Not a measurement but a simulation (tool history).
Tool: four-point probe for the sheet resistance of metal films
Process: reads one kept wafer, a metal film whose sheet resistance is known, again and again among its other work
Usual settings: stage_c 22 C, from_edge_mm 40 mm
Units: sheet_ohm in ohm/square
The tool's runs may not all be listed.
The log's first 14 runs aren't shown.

run	hour	stage_c	from_edge_mm	sheet_ohm
15	163.5	22	40	3.398069
16	170.9	22	40	3.395520
17	178.6	22	40	3.399263
18	192.9	27	12	3.421108
19	208.6	31	13	3.422365
20	223.3	30	8	3.449079
21	239.4	34	58	3.409925
22	253.3	34	58	3.408808

The next listed run, before its measurement:
23	261.9	29	5	?

sheet_ohm: 3.518084 ohm/square
Without the tool's hidden state the same run would have given sheet_ohm 3.518184 ohm/square.
